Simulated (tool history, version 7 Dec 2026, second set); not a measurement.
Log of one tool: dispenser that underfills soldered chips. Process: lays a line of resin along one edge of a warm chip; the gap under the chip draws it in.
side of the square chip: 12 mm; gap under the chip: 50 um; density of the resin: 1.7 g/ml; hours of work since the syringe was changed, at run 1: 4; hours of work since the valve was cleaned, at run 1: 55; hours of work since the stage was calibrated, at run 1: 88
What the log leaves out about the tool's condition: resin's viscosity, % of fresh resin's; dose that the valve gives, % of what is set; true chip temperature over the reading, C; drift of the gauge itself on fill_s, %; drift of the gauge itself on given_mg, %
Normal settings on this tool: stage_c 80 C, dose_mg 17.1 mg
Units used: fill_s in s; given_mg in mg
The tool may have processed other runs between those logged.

run,hour,stage_c,dose_mg,hours of work since the syringe was changed,hours of work since the valve was cleaned,hours of work since the stage was calibrated,fill_s,given_mg
1,0,80,17.1,4,55,88,77.6,16.69
# hour 6: new syringe of resin
2,6.7,66,17.1,0,59,92,129.7,16.54
3,11.4,66,17.1,3,62,95,159.4,16.64
# hour 17.5: new syringe of resin
4,18.4,66,17.1,1,66,100,134.1,16.54
5,24.5,80,17.1,4,70,104,81.8,16.56
6,27.3,80,17.1,6,72,105,93.2,16.46
# hour 28.7: new syringe of resin
7,31.5,80,17.1,2,75,108,69.2,16.56
8,36.4,80,17.1,5,78,111,84.1,16.42
# hour 39.8: new syringe of resin
9,40.3,80,17.1,0,80,113,64.1,16.38
10,45.8,80,19,4,84,117,76.8,18.26
11,48.6,67,17.1,6,85,119,171.3,16.39
# hour 51.1: new syringe of resin
12,53.4,80,17.1,1,88,121,68.3,16.33
13,56.9,69,17.1,4,90,124,138.4,16.39
14,60.6,80,17.1,6,93,126,92.5,16.31
# hour 62.5: new syringe of resin
15,65.8,80,17.1,2,96,129,71.3,16.26
16,71.9,80,17.1,6,100,133,91.1,16.21
# hour 73.7: new syringe of resin
17,78,80,17.1,3,103,137,72.9,16.2
18,80.8,80,17.1,4,105,139,81.8,16.25
19,83.8,90,15.2,6,107,140,60.5,14.37
# hour 85: new syringe of resin
20,89.8,90,15.2,3,111,144,49.3,14.33
# hour 93: dispensing valve cleaned and set on the balance
21,95.6,90,15.2,6,2,147,58.4,15.16
# hour 97.2: new syringe of resin
22,98.8,83,15.1,1,4,149,59,15.2
23,105.1,79,14.6,5,8,153,91.8,14.56
# hour 108.4: new syringe of resin
24,108.5,79,14.6,0,9,155,70.6,14.51
25,113.9,91,19.4,4,13,158,45.3,19.31
# hour 119.5: new syringe of resin
26,120.1,91,19.4,0,17,162,37.5,19.17
27,126.6,93,20.8,5,21,166,44.3,20.68
# hour 130.8: new syringe of resin
28,131.8,90,17.1,1,24,169,40.7,16.86
29,137.1,70,17.1,4,27,173,134.5,16.82
30,141.5,70,17.1,7,30,176,158.7,16.83
# hour 142.2: new syringe of resin
31,144.6,75,22.1,2,32,177,88.4,21.59
32,148.5,75,22.1,4,34,180,100.6,21.68
33,151.4,75,22.1,6,36,182,115.4,21.64
# hour 153.7: new syringe of resin
34,156.7,75,22.1,2,39,185,87.3,21.59
35,161.2,74,16.1,5,42,188,117.5,15.78
# hour 165.2: new syringe of resin
36,167,74,16.1,1,46,191,94.4,15.74

Hidden state at the last listed run before each entry between runs and at the first one after, where it differs:
Run 1 -> run 2: new syringe of resin (hour 6)
  resin's viscosity, % of fresh resin's: 123.5 -> 102.2; dose that the valve gives, % of what is set: 97.37 -> 97.16; true chip temperature over the reading, C: 0.05 -> 0.03
  measured result minus the result with no hidden state, fill_s: +15 -> +3.4 s; given_mg: -0.45 -> -0.49 mg
Run 3 -> run 4: new syringe of resin (hour 17.5)
  resin's viscosity, % of fresh resin's: 123 -> 104.2; dose that the valve gives, % of what is set: 97.01 -> 96.8; true chip temperature over the reading, C: 0.01 -> -0.01
  measured result minus the result with no hidden state, fill_s: +30.6 -> +6.5 s; given_mg: -0.52 -> -0.54 mg
Run 6 -> run 7: new syringe of resin (hour 28.7)
  resin's viscosity, % of fresh resin's: 148.4 -> 110.5; dose that the valve gives, % of what is set: 96.51 -> 96.4; true chip temperature over the reading, C: -0.04 -> -0.05
  measured result minus the result with no hidden state, fill_s: +31.1 -> +7.3 s; given_mg: -0.6 -> -0.62 mg
Run 8 -> run 9: new syringe of resin (hour 39.8)
  resin's viscosity, % of fresh resin's: 134 -> 101; dose that the valve gives, % of what is set: 96.25 -> 96.12; true chip temperature over the reading, C: -0.07 -> -0.08
  measured result minus the result with no hidden state, fill_s: +22.1 -> +1.5 s; given_mg: -0.64 -> -0.66 mg
Run 11 -> run 12: new syringe of resin (hour 51.1)
  resin's viscosity, % of fresh resin's: 140.4 -> 110.6; dose that the valve gives, % of what is set: 95.84 -> 95.69; true chip temperature over the reading, C: -0.11 -> -0.13
  measured result minus the result with no hidden state, fill_s: +51.5 -> +7.6 s; given_mg: -0.71 -> -0.74 mg
Run 14 -> run 15: new syringe of resin (hour 62.5)
  resin's viscosity, % of fresh resin's: 147.3 -> 114.1; dose that the valve gives, % of what is set: 95.44 -> 95.27; true chip temperature over the reading, C: -0.15 -> -0.17
  measured result minus the result with no hidden state, fill_s: +30.8 -> +10.1 s; given_mg: -0.77 -> -0.8 mg
Run 16 -> run 17: new syringe of resin (hour 73.7)
  resin's viscosity, % of fresh resin's: 144.8 -> 117.2; dose that the valve gives, % of what is set: 95.08 -> 94.88; true chip temperature over the reading, C: -0.19 -> -0.21
  measured result minus the result with no hidden state, fill_s: +29.6 -> +12.2 s; given_mg: -0.83 -> -0.87 mg
Run 19 -> run 20: new syringe of resin (hour 85)
  resin's viscosity, % of fresh resin's: 147.5 -> 120.9; dose that the valve gives, % of what is set: 94.69 -> 94.5; true chip temperature over the reading, C: -0.23 -> -0.25
  measured result minus the result with no hidden state, fill_s: +20.8 -> +10 s; given_mg: -0.8 -> -0.84 mg
Run 20 -> run 21: dispensing valve cleaned and set on the balance (hour 93)
  resin's viscosity, % of fresh resin's: 120.9 -> 146.2; dose that the valve gives, % of what is set: 94.5 -> 99.84; true chip temperature over the reading, C: -0.25 -> -0.27
  measured result minus the result with no hidden state, fill_s: +10 -> +18.9 s; given_mg: -0.84 -> -0.02 mg
Run 21 -> run 22: new syringe of resin (hour 97.2)
  resin's viscosity, % of fresh resin's: 146.2 -> 106.1; dose that the valve gives, % of what is set: 99.84 -> 99.73; true chip temperature over the reading, C: -0.27 -> -0.28
  measured result minus the result with no hidden state, fill_s: +18.9 -> +4.2 s; given_mg: -0.02 -> -0.04 mg
Run 23 -> run 24: new syringe of resin (hour 108.4)
  resin's viscosity, % of fresh resin's: 135.7 -> 100.6; dose that the valve gives, % of what is set: 99.52 -> 99.43; true chip temperature over the reading, C: -0.31 -> -0.32
  measured result minus the result with no hidden state, fill_s: +25.4 -> +1.7 s; given_mg: -0.07 -> -0.08 mg
Run 25 -> run 26: new syringe of resin (hour 119.5)
  resin's viscosity, % of fresh resin's: 124.6 -> 103.4; dose that the valve gives, % of what is set: 99.24 -> 99.04; true chip temperature over the reading, C: -0.34 -> -0.36
  measured result minus the result with no hidden state, fill_s: +9.6 -> +1.9 s; given_mg: -0.15 -> -0.18 mg
Run 27 -> run 28: new syringe of resin (hour 130.8)
  resin's viscosity, % of fresh resin's: 134 -> 103.4; dose that the valve gives, % of what is set: 98.82 -> 98.66; true chip temperature over the reading, C: -0.38 -> -0.4
  measured result minus the result with no hidden state, fill_s: +11.7 -> +2.2 s; given_mg: -0.24 -> -0.22 mg
Run 30 -> run 31: new syringe of resin (hour 142.2)
  resin's viscosity, % of fresh resin's: 151.4 -> 110.3; dose that the valve gives, % of what is set: 98.37 -> 98.28; true chip temperature over the reading, C: -0.44 -> -0.45
  measured result minus the result with no hidden state, fill_s: +56.7 -> +10.1 s; given_mg: -0.28 -> -0.37 mg
Run 33 -> run 34: new syringe of resin (hour 153.7)
  resin's viscosity, % of fresh resin's: 144.2 -> 112.1; dose that the valve gives, % of what is set: 98.06 -> 97.9; true chip temperature over the reading, C: -0.47 -> -0.49
  measured result minus the result with no hidden state, fill_s: +37.3 -> +11.5 s; given_mg: -0.43 -> -0.46 mg
Run 35 -> run 36: new syringe of resin (hour 165.2)
  resin's viscosity, % of fresh resin's: 133.6 -> 107; dose that the valve gives, % of what is set: 97.74 -> 97.56; true chip temperature over the reading, C: -0.5 -> -0.52
  measured result minus the result with no hidden state, fill_s: +32.4 -> +9.1 s; given_mg: -0.36 -> -0.39 mg
